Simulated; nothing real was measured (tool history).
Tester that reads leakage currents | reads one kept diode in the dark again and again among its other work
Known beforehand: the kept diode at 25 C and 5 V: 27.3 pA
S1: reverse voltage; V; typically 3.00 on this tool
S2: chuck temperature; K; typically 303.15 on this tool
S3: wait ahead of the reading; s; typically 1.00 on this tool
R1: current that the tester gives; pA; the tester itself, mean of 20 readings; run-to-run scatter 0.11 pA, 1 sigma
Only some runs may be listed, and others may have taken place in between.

run	hour	S1	S2	S3	R1
1	0.0	3.00	303.15	1.00	38.52
2	33.3	3.00	296.15	1.00	22.10
3	52.2	3.00	303.15	1.00	38.72
4	85.6	3.00	303.15	1.00	38.77
5	112.8	3.00	303.15	1.00	39.10
6	141.9	3.00	303.15	1.00	39.44
7	169.1	2.26	303.15	1.00	34.51
8	189.0	2.26	303.15	1.00	34.70
# hour 194.9: chuck's temperature calibrated
9	209.3	1.11	303.15	1.00	26.30
10	236.4	3.00	303.15	0.31	43.32
11	255.0	3.00	303.15	0.31	43.23
12	294.7	3.90	332.15	0.31	401.75
# hour 323.8: chuck's temperature calibrated, once more
13	335.7	3.90	332.15	0.31	350.09
14	365.9	1.13	312.15	8.38	46.41
15	391.4	1.13	312.15	8.38	46.42
16	429.3	5.21	330.15	0.30	349.09
17	467.7	4.10	330.15	1.44	312.27
18	508.5	1.18	330.15	1.41	183.38
19	550.9	9.93	304.15	7.82	68.39
20	571.1	9.93	332.15	0.42	538.86
21	605.3	16.74	299.15	1.41	64.21

Consider 3 possible next runs. They are alternatives, not a sequence: every one starts from the tool as it was left by run 21. What does each give?
A	643.1	1.13	327.15	1.41	?
B	643.1	3.00	295.15	1.00	?
C	643.1	16.02	299.15	0.46	?

run	R1
A	148.21
B	19.90
C	68.28
With the hidden condition removed and each run's random variation left untouched, the same runs would have given:
run	R1
A	143.78
B	17.59
C	57.36
